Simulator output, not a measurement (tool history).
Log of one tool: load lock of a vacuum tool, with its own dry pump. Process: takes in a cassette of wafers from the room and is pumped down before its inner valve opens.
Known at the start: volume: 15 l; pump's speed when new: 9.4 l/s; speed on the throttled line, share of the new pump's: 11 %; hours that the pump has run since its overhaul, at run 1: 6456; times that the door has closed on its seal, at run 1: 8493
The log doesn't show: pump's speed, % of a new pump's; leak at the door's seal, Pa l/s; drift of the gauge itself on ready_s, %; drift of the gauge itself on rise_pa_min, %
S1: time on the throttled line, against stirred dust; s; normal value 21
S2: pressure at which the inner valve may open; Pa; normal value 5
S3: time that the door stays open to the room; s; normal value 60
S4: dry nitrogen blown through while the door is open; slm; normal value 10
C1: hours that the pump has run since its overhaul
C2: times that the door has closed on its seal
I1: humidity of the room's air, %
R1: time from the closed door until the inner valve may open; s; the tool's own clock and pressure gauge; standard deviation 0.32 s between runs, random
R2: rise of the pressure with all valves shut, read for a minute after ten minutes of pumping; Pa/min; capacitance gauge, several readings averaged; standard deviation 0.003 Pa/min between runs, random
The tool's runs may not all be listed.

run	hour	S1	S2	S3	S4	C1	C2	I1	R1	R2
1	0	21	5	60	10	6456	8493	42.7	36.6	0.064
2	140.1	21	5	60	10	6596	9084	44.9	36.3	0.067
3	314.2	21	5	40	10	6771	9818	44.6	36.8	0.049
4	497.7	21	5	40	10	6954	10591	43.9	36.6	0.054
5	625.6	21	5	40	10	7082	11131	44.1	36.4	0.066
6	772.3	21	5	60	10	7229	11750	45.3	37.1	0.079
7	865.7	21	5	60	10	7322	12143	45.1	36.4	0.074
8	968.2	21	5	60	10	7424	12575	42.8	36.8	0.074
9	1091	21	5	60	10	7547	13093	46.1	37.4	0.076
10	1300	21	5	60	10	7756	13975	45.3	36.8	0.08
11	1489.8	21	5	60	10	7946	14775	47.8	36.7	0.086
12	1662.8	21	5	60	10	8119	15504	42.5	36.7	0.077
13	1808.5	21	5	60	10	8265	16119	44.3	36.6	0.085
14	1942.3	18	5	60	10	8399	16683	44.2	34.6	0.082
15	2127.8	18	5	60	10	8584	17465	46.2	34.4	0.094
16	2288.1	18	5	60	40	8744	18141	43.7	34.3	0.066
17	2480.2	21	5	60	10	8936	18951	42.5	37.1	0.091
18	2594.5	21	5	60	10	9051	19433	44.2	37.7	0.085
19	2796.7	21	5	60	10	9253	20286	46.5	37.1	0.093
20	2928.7	21	9	60	10	9385	20842	44.4	36.1	0.102
21	3059	14	7	151	37	9515	21392	43.3	30.3	0.098
22	3243.9	14	7	151	5	9700	22171	46	30.8	0.161
23	3430.9	14	7	151	12	9887	22960	44.4	30.9	0.141
24	3625.3	10	6	28	6	10082	23780	45.3	27.4	0.097
25	3800	10	6	130	6	10256	24516	45.5	27.3	0.146
26	3990	21	5	186	16	10446	25317	45.7	37.8	0.147
27	4135.3	12	5	86	16	10592	25930	45.5	30.1	0.123
28	4322.9	12	5	86	4	10779	26722	48.1	30	0.146
29	4466.5	12	5	86	4	10923	27327	46.7	29.5	0.152
30	4571.8	12	7	89	4	11028	27771	43.4	29.5	0.15
31	4761.2	14	7	89	26	11218	28570	45.2	30.8	0.121
32	4896.2	38	5	28	24	11352	29139	43	52.4	0.111
33	5084	20	6	29	5	11540	29930	46.6	36.8	0.129
34	5221.9	13	5	60	10	11678	30512	44.2	31.4	0.134
35	5363.6	13	5	60	10	11820	31110	42.6	30.5	0.139
36	5482.4	13	5	60	10	11939	31611	46.2	31.2	0.139
# hour 5523.8: dry pump taken out, an overhauled one fitted
37	5636.6	13	5	60	10	113	32236	39.8	27.9	0.131

What if the next run were any one of these 3? Each begins from the tool's condition after run 37:
A	5798	21	10	87	10	274	32916	46.5	?	?
B	5798	13	9	60	36	274	32916	45.7	?	?
C	5798	14	8	60	10	274	32916	45	?	?

run	R1	R2
A	33.4	0.158
B	26.9	0.126
C	28.2	0.141
With the hidden condition removed and each run's random variation left untouched, the same runs would have given:
run	R1	R2
A	33.3	0.062
B	26.7	0.031
C	28	0.047

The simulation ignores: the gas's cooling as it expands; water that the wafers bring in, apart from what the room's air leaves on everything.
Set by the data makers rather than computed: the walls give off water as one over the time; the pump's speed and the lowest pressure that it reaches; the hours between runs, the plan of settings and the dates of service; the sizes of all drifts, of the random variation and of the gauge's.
